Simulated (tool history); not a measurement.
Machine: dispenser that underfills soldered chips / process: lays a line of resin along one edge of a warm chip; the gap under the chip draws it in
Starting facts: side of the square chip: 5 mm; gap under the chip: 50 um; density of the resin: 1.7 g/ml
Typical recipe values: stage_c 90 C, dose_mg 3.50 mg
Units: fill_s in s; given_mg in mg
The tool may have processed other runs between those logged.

run	hour	stage_c	dose_mg	fill_s	given_mg
1	0.0	90	3.50	53.8	3.29
# hour 2.4: new syringe of resin
2	5.4	90	3.50	30.4	3.27
3	9.7	90	3.50	39.2	3.30
4	16.4	90	3.50	57.8	3.26
# hour 17.4: new syringe of resin
5	20.6	90	3.50	31.0	3.23
6	25.3	84	3.50	50.2	3.28
7	29.2	80	3.35	72.9	3.09
# hour 32.4: new syringe of resin
8	34.4	94	3.27	25.1	3.04
9	40.2	99	4.03	28.8	3.71
# hour 47.3: new syringe of resin
10	47.3	99	4.03	18.5	3.69
# hour 51.7: dispensing valve cleaned and set on the balance
11	53.2	88	3.82	36.4	3.80
12	57.1	76	3.68	71.4	3.67

Predict each of these 4 candidate next runs independently; none follows another, all start after run 12:
A	62.0	104	4.45	?	?
B	62.0	83	4.27	?	?
C	62.0	85	3.28	?	?
D	62.0	79	3.51	?	?

run	fill_s	given_mg
A	34.4	4.45
B	70.6	4.23
C	67.9	3.28
D	84.7	3.48
With no hidden state in the tool, these same runs would have given:
run	fill_s	given_mg
A	15.4	4.48
B	31.6	4.25
C	30.2	3.30
D	37.7	3.50

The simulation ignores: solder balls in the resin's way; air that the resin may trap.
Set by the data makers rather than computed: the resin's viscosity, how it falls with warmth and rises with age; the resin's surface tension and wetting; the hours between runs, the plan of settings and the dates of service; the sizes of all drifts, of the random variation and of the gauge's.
